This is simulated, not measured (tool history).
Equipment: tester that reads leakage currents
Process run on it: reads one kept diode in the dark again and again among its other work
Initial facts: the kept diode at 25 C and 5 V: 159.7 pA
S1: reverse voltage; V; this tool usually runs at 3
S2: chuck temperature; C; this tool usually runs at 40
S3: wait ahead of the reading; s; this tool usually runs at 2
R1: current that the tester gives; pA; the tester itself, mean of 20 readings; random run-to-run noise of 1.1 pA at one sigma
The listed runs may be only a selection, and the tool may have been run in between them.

run	hour	S1	S2	S3	R1
1	0	3	40	2	375.81
2	140.5	1.65	40	2	295.97
3	268.5	3	40	7.49	379.52
4	381.9	1.75	40	2	306.37
5	492.5	3	60	2	1357.43
6	708.9	3	60	2	1355.58
7	807.9	3	60	2	1362.14
8	918.5	3	60	2	1357.18
9	1106	7.46	40	2	564.81
10	1310.9	7.46	40	2	568.91
11	1490	3	40	2	396.44
12	1620.7	3	40	1.18	396.21
13	1723.2	3	40	0.84	400.35
14	1929.5	3	40	2.81	402.72
15	2142.5	1.01	40	2	261.61
16	2290.3	1.01	40	2	263.66
17	2448.6	3	40	2	408.85
18	2603.1	3	47	2	651.1
19	2715.8	3	47	2	652.33
20	2845	3	40	2	414.82

Predict the results of run 21:
21	2998.4	6.86	38	0.32	?

Run 21 measured R1 515.08 pA.
If the tool had no hidden condition, the same run with the same run-to-run variation would have returned R1 462.89 pA.

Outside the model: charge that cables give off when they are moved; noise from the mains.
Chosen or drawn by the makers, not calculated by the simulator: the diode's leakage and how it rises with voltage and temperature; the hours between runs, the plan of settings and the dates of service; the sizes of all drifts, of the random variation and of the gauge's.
